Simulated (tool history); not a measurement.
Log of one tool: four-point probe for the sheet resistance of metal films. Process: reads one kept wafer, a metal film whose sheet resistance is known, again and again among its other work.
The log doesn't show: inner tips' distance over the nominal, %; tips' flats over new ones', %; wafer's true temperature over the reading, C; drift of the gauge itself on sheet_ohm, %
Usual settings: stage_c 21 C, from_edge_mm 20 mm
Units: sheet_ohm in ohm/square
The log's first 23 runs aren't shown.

run	hour	stage_c	from_edge_mm	touches since the probe head was changed	hours of work since the stage's thermometer was calibrated	sheet_ohm
24	1630.2	25	5	63186	1795	0.134811
25	1704.6	28	5	65219	1824	0.134500
26	1776.5	27	6	67182	1853	0.133724
27	1866.7	18	6	69647	1889	0.134846
28	1910.8	31	32	70853	1907	0.131450
29	1950.7	18	8	71944	1923	0.133998
30	2034.9	18	8	74246	1956	0.134060
31	2077.0	18	8	75395	1973	0.133967
32	2159.0	30	20	77637	2006	0.131734
33	2228.5	30	20	79535	2034	0.131720
34	2283.7	30	20	81045	2056	0.131697
35	2356.3	30	20	83029	2085	0.131717
36	2397.3	30	20	84148	2101	0.131762
37	2484.0	30	20	86518	2136	0.131696
38	2552.2	26	16	88383	2163	0.132309
39	2602.4	32	20	89754	2183	0.131514
40	2649.8	27	35	91048	2202	0.131970
41	2695.2	34	20	92290	2220	0.131293
42	2777.9	29	14	94550	2254	0.132036
43	2848.3	26	9	96475	2282	0.132945
44	2910.5	23	20	98174	2307	0.132489
45	2982.4	21	18	100140	2335	0.132890

4 ways to go on from here, each from the tool as it stands after run 45. What would each give?
# hour 3035.9: stage's thermometer calibrated
A	3064.3	24	18	102363	11	?
# hour 3035.9: stage's thermometer calibrated
B	3064.3	23	20	102363	11	?
# hour 3035.9: stage's thermometer calibrated
C	3064.3	32	22	102363	11	?
# hour 3035.9: stage's thermometer calibrated
D	3064.3	22	45	102363	11	?

run	sheet_ohm
A	0.132695
B	0.132750
C	0.131742
D	0.132699
Without the tool's hidden state the same runs would have given:
run	sheet_ohm
A	0.131496
B	0.131550
C	0.130551
D	0.131499
